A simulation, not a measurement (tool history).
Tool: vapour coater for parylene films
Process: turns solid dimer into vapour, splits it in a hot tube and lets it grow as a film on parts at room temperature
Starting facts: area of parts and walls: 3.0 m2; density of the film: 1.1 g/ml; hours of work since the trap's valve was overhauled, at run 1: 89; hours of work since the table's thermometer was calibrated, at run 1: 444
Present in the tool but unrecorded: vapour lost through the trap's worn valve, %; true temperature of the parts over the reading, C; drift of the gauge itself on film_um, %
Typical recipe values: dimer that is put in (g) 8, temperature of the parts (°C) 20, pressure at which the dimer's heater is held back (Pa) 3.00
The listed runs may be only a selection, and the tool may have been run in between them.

run   hour  dimer that is put in (g)  temperature of the parts (°C)  pressure at which the dimer's heater is held back (Pa)  hours of work since the trap's valve was overhauled  hours of work since the table's thermometer was calibrated  thickness of the film (µm)
  1    0.0                         8                             20                                                    3.00                                                   89                                                         444                        2.04
  2   14.9                         8                             18                                                    3.00                                                  100                                                         454                        2.09
  3   24.8                         8                             20                                                    3.63                                                  107                                                         462                        1.94
  4   34.6                         8                             20                                                    3.00                                                  114                                                         469                        1.95
  5   45.0                         8                             20                                                    3.00                                                  122                                                         476                        1.98
  6   57.3                         8                             20                                                    3.00                                                  131                                                         485                        1.91
  7   65.2                         8                             20                                                    3.00                                                  137                                                         491                        2.02
  8   76.3                         8                             20                                                    3.00                                                  145                                                         499                        1.93
  9   88.9                         8                             20                                                    3.00                                                  154                                                         508                        2.02
 10  104.1                         8                             20                                                    3.00                                                  165                                                         519                        2.01
 11  116.5                         8                             20                                                    3.00                                                  173                                                         528                        1.99
 12  131.0                         6                             24                                                   10.66                                                  184                                                         538                        1.07
 13  148.1                        13                             26                                                    8.63                                                  196                                                         551                        2.37
 14  161.3                        13                             26                                                    8.63                                                  206                                                         560                        2.35
 15  179.5                        13                             26                                                    2.71                                                  219                                                         573                        2.87
 16  194.9                         6                             20                                                    3.00                                                  230                                                         584                        1.52
 17  206.1                         8                             20                                                   11.94                                                  238                                                         593                        1.59
 18  215.6                        10                             20                                                   10.09                                                  245                                                         599                        2.00
 19  226.4                         5                             15                                                    3.35                                                  253                                                         607                        1.38
 20  243.8                         9                             20                                                    4.00                                                  265                                                         620                        2.13
 21  262.1                         9                             20                                                    4.00                                                  279                                                         633                        2.14
 22  280.6                        10                             15                                                   10.76                                                  292                                                         646                        2.29

Alternative continuations, all from the tool just after run 22; predict every row:
  A  290.6                        11                             20                                                    3.00                                                  299                                                         653                           ?
  B  290.6                        12                             29                                                    5.68                                                  299                                                         653                           ?
  C  290.6                         6                             18                                                    4.59                                                  299                                                         653                           ?

run  thickness of the film (µm)
  A                        2.68
  B                        2.20
  C                        1.49
What these runs would have given with no unlogged condition in the tool:
run  thickness of the film (µm)
  A                        2.68
  B                        2.20
  C                        1.50
